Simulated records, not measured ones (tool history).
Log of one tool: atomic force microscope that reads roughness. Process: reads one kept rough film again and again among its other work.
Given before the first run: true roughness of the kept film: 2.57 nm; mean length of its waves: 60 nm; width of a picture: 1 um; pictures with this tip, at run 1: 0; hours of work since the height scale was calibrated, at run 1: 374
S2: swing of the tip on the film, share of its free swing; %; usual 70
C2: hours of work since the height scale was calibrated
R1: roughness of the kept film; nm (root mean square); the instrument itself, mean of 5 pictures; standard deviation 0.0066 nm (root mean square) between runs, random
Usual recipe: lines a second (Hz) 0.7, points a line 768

run 1 hour=0 | lines_a_second_(Hz)=0.7 S2=70 points_a_line=768 | pictures_with_this_tip=0 C2=374 | R1=2.432
run 2 hour=18.5 | lines_a_second_(Hz)=0.7 S2=70 points_a_line=768 | pictures_with_this_tip=31 C2=386 | R1=2.408
run 3 hour=26.6 | lines_a_second_(Hz)=0.7 S2=70 points_a_line=320 | pictures_with_this_tip=44 C2=392 | R1=2.41
run 4 hour=40.6 | lines_a_second_(Hz)=0.7 S2=70 points_a_line=320 | pictures_with_this_tip=68 C2=401 | R1=2.407
run 5 hour=59.3 | lines_a_second_(Hz)=0.7 S2=70 points_a_line=768 | pictures_with_this_tip=100 C2=414 | R1=2.397
run 6 hour=69.7 | lines_a_second_(Hz)=0.7 S2=70 points_a_line=768 | pictures_with_this_tip=117 C2=421 | R1=2.401
run 7 hour=88.5 | lines_a_second_(Hz)=0.7 S2=70 points_a_line=768 | pictures_with_this_tip=149 C2=433 | R1=2.385
run 8 hour=101.3 | lines_a_second_(Hz)=0.7 S2=70 points_a_line=768 | pictures_with_this_tip=171 C2=442 | R1=2.374
run 9 hour=115 | lines_a_second_(Hz)=0.7 S2=64 points_a_line=768 | pictures_with_this_tip=194 C2=451 | R1=2.388
run 10 hour=125 | lines_a_second_(Hz)=2.098 S2=64 points_a_line=768 | pictures_with_this_tip=211 C2=458 | R1=2.288
run 11 hour=144.2 | lines_a_second_(Hz)=2.098 S2=64 points_a_line=768 | pictures_with_this_tip=243 C2=471 | R1=2.274
-- hour=164 new tip fitted
run 12 hour=164 | lines_a_second_(Hz)=0.7 S2=70 points_a_line=768 | pictures_with_this_tip=0 C2=484 | R1=2.428
run 13 hour=172.4 | lines_a_second_(Hz)=0.7 S2=70 points_a_line=768 | pictures_with_this_tip=14 C2=489 | R1=2.412
run 14 hour=186.1 | lines_a_second_(Hz)=0.7 S2=70 points_a_line=621 | pictures_with_this_tip=37 C2=499 | R1=2.415
-- hour=188.5 height scale calibrated on a step standard
run 15 hour=202.3 | lines_a_second_(Hz)=1.856 S2=79 points_a_line=491 | pictures_with_this_tip=63 C2=9 | R1=2.16
run 16 hour=211.7 | lines_a_second_(Hz)=2.238 S2=89 points_a_line=768 | pictures_with_this_tip=79 C2=16 | R1=1.917
run 17 hour=226.6 | lines_a_second_(Hz)=2.238 S2=78 points_a_line=356 | pictures_with_this_tip=104 C2=26 | R1=2.104
run 18 hour=242.8 | lines_a_second_(Hz)=1.324 S2=68 points_a_line=768 | pictures_with_this_tip=131 C2=36 | R1=2.322
run 19 hour=261 | lines_a_second_(Hz)=1.363 S2=70 points_a_line=405 | pictures_with_this_tip=162 C2=49 | R1=2.295
run 20 hour=270.9 | lines_a_second_(Hz)=2.276 S2=70 points_a_line=584 | pictures_with_this_tip=179 C2=55 | R1=2.195
-- hour=278.9 height scale calibrated on a step standard, once more
run 21 hour=291.2 | lines_a_second_(Hz)=2.276 S2=70 points_a_line=584 | pictures_with_this_tip=212 C2=8 | R1=2.241
run 22 hour=300.6 | lines_a_second_(Hz)=1.176 S2=85 points_a_line=296 | pictures_with_this_tip=228 C2=15 | R1=2.199
run 23 hour=316.5 | lines_a_second_(Hz)=1.176 S2=81 points_a_line=296 | pictures_with_this_tip=254 C2=25 | R1=2.233
run 24 hour=328 | lines_a_second_(Hz)=2.416 S2=59 points_a_line=678 | pictures_with_this_tip=274 C2=33 | R1=2.325
-- hour=329.9 new tip fitted
run 25 hour=339 | lines_a_second_(Hz)=3.937 S2=70 points_a_line=359 | pictures_with_this_tip=16 C2=40 | R1=2.117
run 26 hour=351.8 | lines_a_second_(Hz)=3.937 S2=70 points_a_line=359 | pictures_with_this_tip=37 C2=49 | R1=2.105
run 27 hour=360.9 | lines_a_second_(Hz)=3.002 S2=73 points_a_line=1010 | pictures_with_this_tip=53 C2=55 | R1=2.154

Alternative continuations, all from the tool just after run 27; predict every row:
run A hour=371.4 | lines_a_second_(Hz)=1.214 S2=63 points_a_line=1010 | pictures_with_this_tip=70 C2=62 | R1=?
run B hour=371.4 | lines_a_second_(Hz)=0.7 S2=58 points_a_line=768 | pictures_with_this_tip=70 C2=62 | R1=?
run C hour=371.4 | lines_a_second_(Hz)=0.7 S2=84 points_a_line=781 | pictures_with_this_tip=70 C2=62 | R1=?

run=A R1=2.425
run=B R1=2.469
run=C R1=2.333
Without the tool's hidden state the same runs would have given:
run=A R1=2.448
run=B R1=2.492
run=C R1=2.355

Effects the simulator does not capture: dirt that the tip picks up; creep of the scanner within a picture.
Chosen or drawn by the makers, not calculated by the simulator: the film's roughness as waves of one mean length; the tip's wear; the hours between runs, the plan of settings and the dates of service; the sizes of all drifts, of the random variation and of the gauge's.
